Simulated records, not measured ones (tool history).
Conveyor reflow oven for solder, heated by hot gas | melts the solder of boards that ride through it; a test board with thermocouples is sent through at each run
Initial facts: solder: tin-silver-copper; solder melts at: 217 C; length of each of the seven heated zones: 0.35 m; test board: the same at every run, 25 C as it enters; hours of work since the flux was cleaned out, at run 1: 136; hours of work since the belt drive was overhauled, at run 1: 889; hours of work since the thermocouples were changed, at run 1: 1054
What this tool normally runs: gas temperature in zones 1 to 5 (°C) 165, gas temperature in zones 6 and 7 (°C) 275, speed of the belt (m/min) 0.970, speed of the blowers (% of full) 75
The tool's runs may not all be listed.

| run | hour | gas temperature in zones 1 to 5 (°C) | gas temperature in zones 6 and 7 (°C) | speed of the belt (m/min) | speed of the blowers (% of full) | hours of work since the flux was cleaned out | hours of work since the belt drive was overhauled | hours of work since the thermocouples were changed | highest temperature of the board (°C) | time above the solder's melting point (s) |
|---|---|---|---|---|---|---|---|---|---|---|
| 1 | 0.0 | 165 | 275 | 0.970 | 75 | 136 | 889 | 1054 | 251.1 | 30.2 |
| 2 | 18.5 | 165 | 275 | 0.970 | 75 | 147 | 901 | 1066 | 251.0 | 30.0 |
| 3 | 43.8 | 165 | 275 | 0.970 | 75 | 163 | 916 | 1081 | 250.8 | 29.8 |
| 4 | 64.2 | 165 | 275 | 0.970 | 75 | 176 | 929 | 1094 | 250.4 | 30.0 |
| 5 | 83.0 | 165 | 275 | 0.970 | 75 | 187 | 941 | 1106 | 250.0 | 30.0 |
| 6 | 104.2 | 165 | 275 | 0.970 | 75 | 201 | 954 | 1119 | 250.4 | 29.5 |
| 7 | 131.2 | 165 | 275 | 0.970 | 75 | 217 | 971 | 1135 | 249.7 | 29.6 |
| 8 | 168.9 | 165 | 275 | 0.998 | 75 | 241 | 994 | 1159 | 248.4 | 28.2 |
| 9 | 197.9 | 165 | 275 | 0.998 | 75 | 259 | 1012 | 1177 | 247.8 | 27.8 |
| 10 | 216.8 | 165 | 275 | 0.998 | 75 | 270 | 1024 | 1189 | 248.6 | 27.6 |
| 11 | 242.2 | 165 | 275 | 0.998 | 75 | 286 | 1039 | 1204 | 248.0 | 27.8 |
|  | 258.5 | flux residue cleaned out of gas plates and filters |
| 12 | 272.4 | 165 | 275 | 0.998 | 75 | 9 | 1055 | 1220 | 245.8 | 26.1 |
| 13 | 294.7 | 165 | 279 | 0.970 | 75 | 22 | 1069 | 1234 | 248.9 | 28.9 |
|  | 300.2 | thermocouples of zones 6 and 7 changed |
| 14 | 330.1 | 165 | 275 | 0.970 | 75 | 43 | 1090 | 19 | 249.0 | 28.8 |
| 15 | 357.3 | 165 | 275 | 0.970 | 75 | 60 | 1106 | 35 | 248.5 | 28.5 |
| 16 | 373.8 | 165 | 275 | 0.970 | 75 | 70 | 1117 | 46 | 248.8 | 28.6 |
|  | 383.1 | flux residue cleaned out of gas plates and filters, once more |
| 17 | 401.4 | 168 | 275 | 0.970 | 84 | 11 | 1131 | 60 | 259.0 | 34.3 |
| 18 | 431.9 | 168 | 275 | 0.970 | 84 | 30 | 1150 | 79 | 258.5 | 34.1 |
| 19 | 466.5 | 164 | 282 | 0.970 | 75 | 52 | 1171 | 100 | 260.9 | 33.7 |
| 20 | 484.8 | 157 | 275 | 0.940 | 75 | 63 | 1182 | 111 | 254.4 | 31.7 |
| 21 | 507.4 | 152 | 275 | 0.940 | 50 | 77 | 1196 | 125 | 240.8 | 22.4 |
| 22 | 531.0 | 152 | 277 | 0.940 | 56 | 92 | 1211 | 140 | 246.2 | 25.9 |
| 23 | 567.6 | 165 | 281 | 0.970 | 75 | 114 | 1234 | 163 | 258.9 | 33.7 |
| 24 | 585.3 | 165 | 281 | 0.970 | 75 | 125 | 1245 | 174 | 259.5 | 33.5 |
| 25 | 610.7 | 168 | 287 | 1.015 | 69 | 141 | 1260 | 189 | 260.3 | 32.7 |
| 26 | 643.4 | 165 | 275 | 0.884 | 75 | 161 | 1281 | 210 | 257.1 | 36.3 |
| 27 | 659.4 | 152 | 282 | 0.929 | 76 | 171 | 1291 | 220 | 259.2 | 33.1 |
| 28 | 684.9 | 167 | 268 | 0.816 | 75 | 187 | 1306 | 235 | 253.7 | 38.9 |
| 29 | 712.1 | 167 | 268 | 0.816 | 75 | 204 | 1323 | 252 | 252.7 | 38.4 |
| 30 | 738.9 | 152 | 268 | 0.970 | 75 | 220 | 1340 | 269 | 244.2 | 24.8 |
| 31 | 774.2 | 152 | 268 | 0.970 | 75 | 242 | 1362 | 291 | 243.7 | 24.8 |

3 ways to go on from here, each from the tool as it stands after run 31. What would each give?
| A | 805.6 | 152 | 277 | 1.016 | 62 | 262 | 1381 | 310 | ? | ? |
| B | 805.6 | 166 | 289 | 0.970 | 52 | 262 | 1381 | 310 | ? | ? |
| C | 805.6 | 175 | 268 | 0.970 | 75 | 262 | 1381 | 310 | ? | ? |

| run | highest temperature of the board (°C) | time above the solder's melting point (s) |
|---|---|---|
| A | 243.4 | 22.2 |
| B | 253.9 | 30.5 |
| C | 248.1 | 31.3 |
What these runs would have given with no unlogged condition in the tool:
| run | highest temperature of the board (°C) | time above the solder's melting point (s) |
|---|---|---|
| A | 246.2 | 23.3 |
| B | 256.1 | 30.9 |
| C | 250.7 | 31.9 |
